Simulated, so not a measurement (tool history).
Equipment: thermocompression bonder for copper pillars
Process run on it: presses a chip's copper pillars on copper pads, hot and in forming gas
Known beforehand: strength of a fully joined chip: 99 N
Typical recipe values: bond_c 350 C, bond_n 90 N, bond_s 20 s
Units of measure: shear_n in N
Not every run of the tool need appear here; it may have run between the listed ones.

run   hour  bond_c  bond_n  bond_s  shear_n
  1      0     350      90      20     65.3
  2     15     350      90      20     64.4
  3   34.8     350      90      20     65.3
  4   53.5     350      90      20       65
  5   78.1     350      73      20     55.9
  6    106     350      73      20     55.7
  7  122.3     350      73      20     54.7
  8  150.9     350      73      20     55.2
  9    174     350      85      20     61.7
 10  194.4     350      90      20     64.3
 11  210.4     377     101      51     88.1
 12  229.5     322      54      17     31.4
 13  255.5     350      75      10     44.1
 14  280.6     345      57      25     45.7
 15  301.9     338     112      19     66.9
     323.8  -- forming gas filter changed
 16  335.3     364     112      44     90.1
 17  360.4     358     133      10     73.5
 18  391.3     334     133      10     64.8
 19    421     370      93      11     63.6
 20  441.9     350      86      43     76.1

Forecast each of these 5 alternatives for the next run:
  A  455.3     350      72      20        ?
  B  455.3     359      85      18        ?
  C  455.3     360      86      43        ?
  D  455.3     347      90      20        ?
  E  455.3     332      86      25        ?

run  shear_n
  A     55.5
  B     64.4
  C     80.1
  D     64.2
  E     60.7
Had the tool no hidden state, the same runs would have come out as:
run  shear_n
  A     57.1
  B       66
  C     81.8
  D     65.9
  E     62.5
